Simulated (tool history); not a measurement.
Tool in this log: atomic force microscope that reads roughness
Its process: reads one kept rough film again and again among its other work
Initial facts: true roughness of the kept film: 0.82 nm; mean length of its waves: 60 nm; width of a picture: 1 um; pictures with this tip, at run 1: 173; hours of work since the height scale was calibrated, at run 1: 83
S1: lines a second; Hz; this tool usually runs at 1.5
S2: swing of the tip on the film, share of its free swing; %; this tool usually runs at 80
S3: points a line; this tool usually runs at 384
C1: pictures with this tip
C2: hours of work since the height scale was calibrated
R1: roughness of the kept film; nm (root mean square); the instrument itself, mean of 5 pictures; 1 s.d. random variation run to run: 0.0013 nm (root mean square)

run,hour,S1,S2,S3,C1,C2,R1
1,0,1.5,80,384,173,83,0.725
# hour 62.4: new tip fitted
2,71.4,1.5,80,384,20,135,0.723
3,112.7,1.5,80,384,109,165,0.725
4,142.2,1.5,80,384,174,186,0.722
5,183,1.5,80,516,263,216,0.722
# hour 205.2: new tip fitted
6,230.4,1.5,80,516,54,250,0.725
7,299.8,1.5,80,516,205,300,0.726
# hour 349.9: new tip fitted
8,350.2,1.5,89,384,1,337,0.684
9,389.3,1.5,89,384,86,365,0.684
10,419.9,1.5,80,384,153,387,0.722
11,454.6,0.8,80,871,228,413,0.763
# hour 490.8: new tip fitted
12,505.5,2.89,59,380,32,449,0.762
13,549.8,2.89,59,414,128,482,0.761
14,621,2.89,59,414,283,533,0.761
# hour 631.5: new tip fitted
15,688.8,2.89,55,543,124,582,0.773
16,718.5,1.53,80,644,189,604,0.723
# hour 772.1: new tip fitted
17,782.9,1.53,80,644,24,650,0.724
18,849.7,2.28,68,570,169,699,0.741
19,902.1,1.19,65,741,283,737,0.781

Hidden condition of the tool, last listed run before each entry between runs versus first listed run after:
From run 1 to run 2: new tip fitted (hour 62.4)
  radius of the tip, nm: 7.2 -> 7
From run 5 to run 6: new tip fitted (hour 205.2)
  radius of the tip, nm: 7.3 -> 7.1; height scale over the true one, %: 0 -> -0.01
From run 7 to run 8: new tip fitted (hour 349.9)
  radius of the tip, nm: 7.3 -> 7
From run 11 to run 12: new tip fitted (hour 490.8)
  radius of the tip, nm: 7.2 -> 7
From run 14 to run 15: new tip fitted (hour 631.5)
  radius of the tip, nm: 7.3 -> 7.2
From run 16 to run 17: new tip fitted (hour 772.1)
  radius of the tip, nm: 7.2 -> 7

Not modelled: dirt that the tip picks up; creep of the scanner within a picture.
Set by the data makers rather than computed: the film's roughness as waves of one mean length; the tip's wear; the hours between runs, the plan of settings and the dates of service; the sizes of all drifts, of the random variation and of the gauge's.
